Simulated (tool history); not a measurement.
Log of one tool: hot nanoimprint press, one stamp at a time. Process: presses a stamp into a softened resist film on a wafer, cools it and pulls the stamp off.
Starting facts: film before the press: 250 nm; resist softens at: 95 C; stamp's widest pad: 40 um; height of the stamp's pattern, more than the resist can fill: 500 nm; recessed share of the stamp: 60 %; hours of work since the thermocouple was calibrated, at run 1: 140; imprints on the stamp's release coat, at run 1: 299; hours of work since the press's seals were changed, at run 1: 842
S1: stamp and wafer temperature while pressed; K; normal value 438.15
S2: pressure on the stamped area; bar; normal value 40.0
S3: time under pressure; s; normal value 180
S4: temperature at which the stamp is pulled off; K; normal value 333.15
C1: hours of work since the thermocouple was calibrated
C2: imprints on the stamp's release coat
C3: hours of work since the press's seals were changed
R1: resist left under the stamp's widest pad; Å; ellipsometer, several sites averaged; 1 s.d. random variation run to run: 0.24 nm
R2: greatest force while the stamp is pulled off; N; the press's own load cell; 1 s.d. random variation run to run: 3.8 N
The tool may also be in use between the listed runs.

run	hour	S1	S2	S3	S4	C1	C2	C3	R1	R2
1	0.0	438.15	40.0	180	333.15	140	299	842	1080	209
# hour 18.3: press's hydraulic seals changed and the load cell set to zero
2	54.2	438.15	40.0	180	336.15	173	459	25	1083	218
3	88.0	438.15	40.0	180	333.15	197	576	49	1084	222
4	110.3	438.15	40.0	172	333.15	212	653	65	1104	221
5	135.1	438.15	40.0	180	333.15	230	738	83	1086	224
# hour 151.2: stamp cleaned and given a new release coat
6	178.4	438.15	40.0	180	333.15	256	94	109	1087	209
7	199.4	438.15	40.0	108	333.15	271	166	124	1308	227
8	221.8	438.15	40.0	180	333.15	287	244	140	1087	219
# hour 239.2: plate thermocouple calibrated
9	250.2	438.15	40.0	180	333.15	8	331	157	1086	211
10	300.8	438.15	40.0	180	333.15	44	506	193	1089	219
11	333.5	445.15	40.0	180	333.15	67	619	216	883	222
12	363.9	438.15	40.0	282	333.15	88	724	238	911	218
# hour 383.5: stamp cleaned and given a new release coat
13	394.3	438.15	40.0	282	333.15	105	37	255	913	213
14	421.0	438.15	40.0	282	333.15	124	129	274	914	217
15	458.4	443.15	40.0	180	329.15	151	258	300	941	225
16	498.2	443.15	40.0	180	329.15	179	396	328	938	229
17	535.3	443.15	40.0	180	329.15	205	524	355	939	222
18	581.9	441.15	26.4	305	336.15	238	685	387	989	217
# hour 614.9: stamp cleaned and given a new release coat
19	633.2	438.15	40.0	180	332.15	270	63	419	1094	218
# hour 675.3: plate thermocouple calibrated
20	682.4	438.15	49.5	120	339.15	5	222	452	1160	204
21	708.4	438.15	33.4	336	321.15	23	312	470	939	233
22	748.4	438.15	33.4	336	321.15	52	450	499	935	224
23	777.6	429.15	34.9	163	326.15	72	551	519	1562	230
24	821.7	429.15	34.9	163	326.15	103	703	550	1565	229
# hour 849.8: stamp cleaned and given a new release coat
25	863.6	430.15	54.4	113	318.15	129	47	576	1445	232
26	887.3	431.15	40.0	180	328.15	146	129	593	1358	224
27	935.3	447.15	40.0	180	333.15	179	295	626	842	218
28	967.9	447.15	40.0	180	333.15	202	407	649	839	215

Entry by entry between the runs, the difference in hidden state between the last listed run before and the first listed run after:
Between runs 1 and 2: press's hydraulic seals changed and the load cell set to zero (hour 18.3)
  true temperature over the reading, C: 0.06 -> 0.07; pressure that arrives at the usual setting, %: 99.81 -> 99.99; grip of the stamp's worn release coat, % over a new coat's: 0.4 -> 0.6; drift of the gauge itself on residual_nm, %: 0 -> 0.06
  measured value less the no-hidden-state value, R1: -1 -> -2 Å
Between runs 5 and 6: stamp cleaned and given a new release coat (hour 151.2)
  pressure that arrives at the usual setting, %: 99.97 -> 99.96; grip of the stamp's worn release coat, % over a new coat's: 1 -> 0.1; drift of the gauge itself on residual_nm, %: 0.18 -> 0.23
  measured value less the no-hidden-state value, R1: +0 -> +0 Å
Between runs 8 and 9: plate thermocouple calibrated (hour 239.2)
  true temperature over the reading, C: 0.09 -> 0.01; grip of the stamp's worn release coat, % over a new coat's: 0.3 -> 0.5; drift of the gauge itself on residual_nm, %: 0.29 -> 0.33
  measured value less the no-hidden-state value, R1: +0 -> +3 Å
Between runs 12 and 13: stamp cleaned and given a new release coat (hour 383.5)
  grip of the stamp's worn release coat, % over a new coat's: 1 -> 0.1; drift of the gauge itself on residual_nm, %: 0.49 -> 0.52
  measured value less the no-hidden-state value, R1: +4 -> +4 Å
Between runs 18 and 19: stamp cleaned and given a new release coat (hour 614.9)
  true temperature over the reading, C: 0.05 -> 0.06; pressure that arrives at the usual setting, %: 99.88 -> 99.87; grip of the stamp's worn release coat, % over a new coat's: 1 -> 0.1; drift of the gauge itself on residual_nm, %: 0.78 -> 0.85
  measured value less the no-hidden-state value, R1: +6 -> +8 Å
Between runs 19 and 20: plate thermocouple calibrated (hour 675.3)
  true temperature over the reading, C: 0.06 -> 0.01; pressure that arrives at the usual setting, %: 99.87 -> 99.86; grip of the stamp's worn release coat, % over a new coat's: 0.1 -> 0.3; drift of the gauge itself on residual_nm, %: 0.85 -> 0.91
  measured value less the no-hidden-state value, R1: +8 -> +11 Å
Between runs 24 and 25: stamp cleaned and given a new release coat (hour 849.8)
  pressure that arrives at the usual setting, %: 99.83 -> 99.82; grip of the stamp's worn release coat, % over a new coat's: 1 -> 0.1; drift of the gauge itself on residual_nm, %: 1.1 -> 1.16
  measured value less the no-hidden-state value, R1: +17 -> +17 Å
